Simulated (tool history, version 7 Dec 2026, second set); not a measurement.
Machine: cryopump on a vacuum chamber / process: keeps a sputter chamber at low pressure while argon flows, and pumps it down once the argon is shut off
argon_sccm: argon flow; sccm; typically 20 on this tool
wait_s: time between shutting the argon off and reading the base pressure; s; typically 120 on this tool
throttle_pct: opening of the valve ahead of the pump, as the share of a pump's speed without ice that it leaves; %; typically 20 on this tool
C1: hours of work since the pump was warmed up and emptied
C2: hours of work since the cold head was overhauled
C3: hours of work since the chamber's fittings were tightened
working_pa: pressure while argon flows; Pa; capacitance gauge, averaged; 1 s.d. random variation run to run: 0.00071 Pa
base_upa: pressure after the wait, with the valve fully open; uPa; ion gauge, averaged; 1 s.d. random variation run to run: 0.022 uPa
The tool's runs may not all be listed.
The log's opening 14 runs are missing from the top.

run 15 hour=1217.7 | argon_sccm=20 wait_s=121 throttle_pct=20 | C1=559 C2=1788 C3=2068 | working_pa=0.1293 base_upa=2.04
-- hour=1276.0 pump warmed up, emptied and cooled again
run 16 hour=1280.3 | argon_sccm=20 wait_s=134 throttle_pct=20 | C1=4 C2=1839 C3=2118 | working_pa=0.1267 base_upa=1.81
run 17 hour=1354.8 | argon_sccm=20 wait_s=120 throttle_pct=20 | C1=69 C2=1904 C3=2183 | working_pa=0.1264 base_upa=1.90
run 18 hour=1430.7 | argon_sccm=10 wait_s=107 throttle_pct=55 | C1=135 C2=1970 C3=2250 | working_pa=0.0234 base_upa=2.05
run 19 hour=1519.4 | argon_sccm=26 wait_s=254 throttle_pct=24 | C1=213 C2=2048 C3=2327 | working_pa=0.1383 base_upa=1.87
run 20 hour=1587.6 | argon_sccm=17 wait_s=254 throttle_pct=24 | C1=273 C2=2107 C3=2387 | working_pa=0.0914 base_upa=1.96
run 21 hour=1699.2 | argon_sccm=18 wait_s=131 throttle_pct=20 | C1=370 C2=2205 C3=2485 | working_pa=0.1154 base_upa=2.18
run 22 hour=1749.2 | argon_sccm=13 wait_s=24 throttle_pct=19 | C1=414 C2=2249 C3=2528 | working_pa=0.0875 base_upa=3.87
run 23 hour=1868.4 | argon_sccm=8 wait_s=28 throttle_pct=23 | C1=518 C2=2353 C3=2632 | working_pa=0.0443 base_upa=3.62
-- hour=1951.9 leaking fittings of the chamber tightened, without venting
run 24 hour=1967.5 | argon_sccm=20 wait_s=120 throttle_pct=54 | C1=603 C2=2438 C3=14 | working_pa=0.0509 base_upa=0.66
-- hour=1983.3 pump warmed up, emptied and cooled again
run 25 hour=2087.6 | argon_sccm=35 wait_s=29 throttle_pct=50 | C1=91 C2=2539 C3=114 | working_pa=0.0903 base_upa=1.93
run 26 hour=2140.8 | argon_sccm=24 wait_s=45 throttle_pct=36 | C1=138 C2=2585 C3=161 | working_pa=0.0855 base_upa=1.41
run 27 hour=2210.0 | argon_sccm=24 wait_s=74 throttle_pct=17 | C1=198 C2=2646 C3=221 | working_pa=0.1807 base_upa=1.01
run 28 hour=2322.6 | argon_sccm=17 wait_s=39 throttle_pct=45 | C1=297 C2=2744 C3=320 | working_pa=0.0493 base_upa=1.68
run 29 hour=2408.3 | argon_sccm=17 wait_s=39 throttle_pct=45 | C1=372 C2=2819 C3=395 | working_pa=0.0506 base_upa=1.71
run 30 hour=2469.6 | argon_sccm=22 wait_s=24 throttle_pct=15 | C1=425 C2=2873 C3=448 | working_pa=0.1865 base_upa=2.55
run 31 hour=2531.7 | argon_sccm=22 wait_s=24 throttle_pct=15 | C1=480 C2=2927 C3=503 | working_pa=0.1875 base_upa=2.57
run 32 hour=2650.0 | argon_sccm=27 wait_s=65 throttle_pct=15 | C1=583 C2=3031 C3=606 | working_pa=0.2311 base_upa=1.41
-- hour=2680.1 pump warmed up, emptied and cooled again
run 33 hour=2765.3 | argon_sccm=20 wait_s=120 throttle_pct=16 | C1=75 C2=3127 C3=703 | working_pa=0.1589 base_upa=1.06

4 options for the next run, each taken on its own from the tool as it stands now. Forecast them:
run A hour=2875.6 | argon_sccm=35 wait_s=120 throttle_pct=16 | C1=171 C2=3224 C3=799 | working_pa=? base_upa=?
run B hour=2875.6 | argon_sccm=20 wait_s=143 throttle_pct=20 | C1=171 C2=3224 C3=799 | working_pa=? base_upa=?
run C hour=2875.6 | argon_sccm=31 wait_s=20 throttle_pct=57 | C1=171 C2=3224 C3=799 | working_pa=? base_upa=?
run D hour=2875.6 | argon_sccm=20 wait_s=85 throttle_pct=20 | C1=171 C2=3224 C3=799 | working_pa=? base_upa=?

run=A working_pa=0.2767 base_upa=1.18
run=B working_pa=0.1257 base_upa=1.06
run=C working_pa=0.0716 base_upa=3.14
run=D working_pa=0.1273 base_upa=1.24
What these runs would have given with no unlogged condition in the tool:
run=A working_pa=0.2730 base_upa=0.66
run=B working_pa=0.1236 base_upa=0.53
run=C working_pa=0.0683 base_upa=2.62
run=D working_pa=0.1252 base_upa=0.73

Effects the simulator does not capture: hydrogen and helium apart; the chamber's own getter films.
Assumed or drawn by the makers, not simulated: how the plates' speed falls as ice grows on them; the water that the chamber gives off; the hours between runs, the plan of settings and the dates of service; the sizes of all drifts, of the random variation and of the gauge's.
